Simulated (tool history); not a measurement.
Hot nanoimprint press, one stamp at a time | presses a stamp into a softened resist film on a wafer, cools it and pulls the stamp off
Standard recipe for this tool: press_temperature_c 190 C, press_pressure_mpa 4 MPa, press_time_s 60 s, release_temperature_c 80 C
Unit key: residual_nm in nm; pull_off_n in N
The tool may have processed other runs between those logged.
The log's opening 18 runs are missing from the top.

Run 19, hour 312.4: usual settings but press_time_s 59 s. Result: residual_nm 116.9 nm, pull_off_n 213 N.
Run 20, hour 329.1: usual settings but press_time_s 37 s, release_temperature_c 71 C. Result: residual_nm 138.7 nm, pull_off_n 271 N.
Run 21, hour 349: usual settings but press_pressure_mpa 2.64 MPa, press_time_s 45 s. Result: residual_nm 149.5 nm, pull_off_n 213 N.
Run 22, hour 363.1: usual settings but press_temperature_c 187 C, press_time_s 40 s, release_temperature_c 73 C. Result: residual_nm 151.2 nm, pull_off_n 264 N.
Run 23, hour 381.5: usual settings but press_temperature_c 187 C, press_time_s 34 s, release_temperature_c 70 C. Result: residual_nm 158.7 nm, pull_off_n 286 N.
Run 24, hour 396.5: usual settings but press_temperature_c 197 C, press_time_s 73 s, release_temperature_c 67 C. Result: residual_nm 78.7 nm, pull_off_n 314 N.
Run 25, hour 416.3: usual settings but press_temperature_c 197 C, press_time_s 73 s, release_temperature_c 67 C. Result: residual_nm 78.9 nm, pull_off_n 315 N.
Run 26, hour 437.6: usual settings but press_temperature_c 186 C, press_pressure_mpa 3.07 MPa, press_time_s 73 s, release_temperature_c 71 C. Result: residual_nm 140.1 nm, pull_off_n 296 N.
Run 27, hour 461.8: usual settings but press_temperature_c 193 C, press_pressure_mpa 3.21 MPa, press_time_s 57 s, release_temperature_c 69 C. Result: residual_nm 113.6 nm, pull_off_n 306 N.
Run 28, hour 473.4: usual settings but press_temperature_c 194 C, press_pressure_mpa 5.68 MPa, press_time_s 36 s, release_temperature_c 68 C. Result: residual_nm 103.9 nm, pull_off_n 319 N.
Run 29, hour 491.7: usual settings but press_temperature_c 194 C, press_pressure_mpa 2.93 MPa, press_time_s 52 s, release_temperature_c 68 C. Result: residual_nm 116.9 nm, pull_off_n 328 N.
Run 30, hour 511.5: usual settings but press_pressure_mpa 3.67 MPa. Result: residual_nm 119.5 nm, pull_off_n 241 N.
Run 31, hour 524.1: usual settings but press_temperature_c 199 C, press_pressure_mpa 3.58 MPa, release_temperature_c 85 C. Result: residual_nm 82.5 nm, pull_off_n 207 N.

3 options for the next run, each taken on its own from the tool as it stands now. Forecast them:
Run A, hour 546.5: usual settings but press_temperature_c 199 C, press_pressure_mpa 4.97 MPa, release_temperature_c 85 C. Result: residual_nm ?, pull_off_n ?.
Run B, hour 546.5: usual settings but press_pressure_mpa 3.7 MPa. Result: residual_nm ?, pull_off_n ?.
Run C, hour 546.5: usual settings but press_temperature_c 180 C, press_pressure_mpa 4.41 MPa, release_temperature_c 83 C. Result: residual_nm ?, pull_off_n ?.

run  residual_nm  pull_off_n
  A           71         209
  B        118.5         246
  C        165.9         225
What these runs would have given with no unlogged condition in the tool:
run  residual_nm  pull_off_n
  A         71.4         172
  B        119.8         202
  C        167.4         185
